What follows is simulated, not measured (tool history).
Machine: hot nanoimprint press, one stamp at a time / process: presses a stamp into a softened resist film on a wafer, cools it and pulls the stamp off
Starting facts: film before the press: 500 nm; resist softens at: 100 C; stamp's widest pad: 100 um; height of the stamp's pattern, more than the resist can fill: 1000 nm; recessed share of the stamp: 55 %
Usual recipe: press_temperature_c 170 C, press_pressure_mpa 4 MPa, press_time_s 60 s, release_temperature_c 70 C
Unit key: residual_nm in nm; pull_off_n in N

run	day	press_temperature_c	press_pressure_mpa	press_time_s	release_temperature_c	residual_nm	pull_off_n
1	0	170	4	60	70	270.4	156
2	0.192	170	4	60	70	270.4	150
3	0.596	170	4	60	70	270.5	156
4	0.988	170	4	60	70	270.6	156
# day 1.404: stamp cleaned and given a new release coat
5	1.662	170	4	60	70	270.4	154
6	1.946	172	4	60	70	245.8	156
7	2.333	170	4	60	75	270.4	131
8	2.529	170	4	60	75	269.3	133
9	2.979	170	4	60	76	269	128
10	3.354	170	4	60	76	268.7	127
11	3.808	170	4	60	70	268.1	154
12	4.104	170	4	60	70	268.3	152
13	4.446	170	4.57	60	70	254.8	156
14	4.758	170	4.57	60	70	254.4	157
15	5.167	170	4.57	60	70	254.1	155
16	5.454	170	4.57	60	70	254.9	153
17	5.688	181	3.92	60	74	163	137
18	5.896	161	3.3	60	70	392.5	153
19	6.312	173	3.3	49	70	271.6	157
20	6.529	165	4	60	70	327.7	158
21	6.825	159	3.23	94	59	386.1	205
22	7.154	159	2.52	94	59	404.9	202
23	7.429	165	3.04	51	59	368.1	208
24	7.854	170	4	60	62	267.5	197
25	8.225	180	4	89	62	142.3	191

The next listed run, before its measurement:
26	8.671	180	4	89	62	?	?

residual_nm: 142.8 nm
pull_off_n: 190 N
On a tool with no hidden condition, and with the same random variation, this run would have come out at residual_nm 144.8 nm, pull_off_n 188 N.
